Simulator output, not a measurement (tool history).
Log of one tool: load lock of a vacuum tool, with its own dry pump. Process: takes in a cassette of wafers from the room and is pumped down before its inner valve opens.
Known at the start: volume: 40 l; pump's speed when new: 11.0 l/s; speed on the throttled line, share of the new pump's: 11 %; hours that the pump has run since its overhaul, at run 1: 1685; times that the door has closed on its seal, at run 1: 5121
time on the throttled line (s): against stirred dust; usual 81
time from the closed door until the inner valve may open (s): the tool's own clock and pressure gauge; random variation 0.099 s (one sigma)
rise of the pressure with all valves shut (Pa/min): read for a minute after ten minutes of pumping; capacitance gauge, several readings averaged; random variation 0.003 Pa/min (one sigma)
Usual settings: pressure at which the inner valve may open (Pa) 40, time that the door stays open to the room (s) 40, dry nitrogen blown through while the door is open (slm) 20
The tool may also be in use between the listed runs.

run,day,time on the throttled line (s),pressure at which the inner valve may open (Pa),time that the door stays open to the room (s),dry nitrogen blown through while the door is open (slm),hours that the pump has run since its overhaul,times that the door has closed on its seal,"incoming humidity of the room's air, %",time from the closed door until the inner valve may open (s),rise of the pressure with all valves shut (Pa/min)
1,0,81,40,40,20,1685,5121,44.5,100.88,0.038
2,12.296,79,40,40,20,1980,6018,45.2,99.13,0.045
3,27.212,79,40,40,20,2338,7107,45.8,99.24,0.055
4,41.242,79,40,40,20,2674,8130,44.4,99.33,0.057
5,48.212,79,40,40,20,2842,8639,49.6,99.37,0.057
6,56.762,79,40,40,5,3047,9263,44.6,99.35,0.081
7,68.154,79,40,40,5,3320,10094,48.1,99.21,0.085
8,78.004,81,40,40,20,3557,10812,43.6,101.06,0.071
9,84.812,81,40,40,20,3720,11309,44.3,101.23,0.073
10,99.421,81,40,40,20,4071,12375,46.2,101.14,0.082
11,113.938,81,40,40,20,4419,13434,45.3,101.29,0.088
12,126.996,81,40,40,20,4732,14387,45.7,101.34,0.097
13,138.971,81,40,40,20,5020,15260,45.6,101.27,0.106
14,154.346,81,40,40,20,5389,16382,46,101.38,0.113
15,166.317,81,77,40,20,5676,17256,44.1,98.78,0.127
16,175.767,81,40,40,20,5903,17945,45.6,101.33,0.129
17,183.121,50,40,40,20,6079,18482,43.8,73.93,0.133
18,194.467,50,40,40,20,6352,19309,45.3,74.09,0.14
19,205.596,81,74,40,20,6619,20121,47.3,99.11,0.151
20,214.946,81,44,131,11,6843,20803,46.4,101.12,0.163
21,222.575,81,32,131,5,7026,21360,45.9,102.51,0.179
22,235.308,81,32,131,5,7332,22289,44.9,102.61,0.191
23,245.129,58,32,131,23,7568,23006,41.6,82.19,0.178
24,259.233,81,51,127,20,7906,24035,46.7,100.7,0.196
25,265.783,81,51,81,19,8063,24513,42.3,100.65,0.202
26,274.546,81,69,81,19,8274,25152,47.8,99.55,0.205
27,281.496,50,66,154,19,8440,25659,45.3,72.35,0.217
28,291.217,50,66,154,19,8674,26368,46.5,72.28,0.229
29,304.996,77,61,56,9,9004,27373,43.1,96.53,0.236
30,318.958,81,30,40,19,9340,28392,44.7,103.08,0.235

The next listed run, before its measurement:
31,328.3,81,49,40,22,9564,29074,45.2,?,?

time from the closed door until the inner valve may open (s): 101.2
rise of the pressure with all valves shut (Pa/min): 0.249
Without the tool's hidden state the same run would have given time from the closed door until the inner valve may open (s) 100.04, rise of the pressure with all valves shut (Pa/min) 0.015.
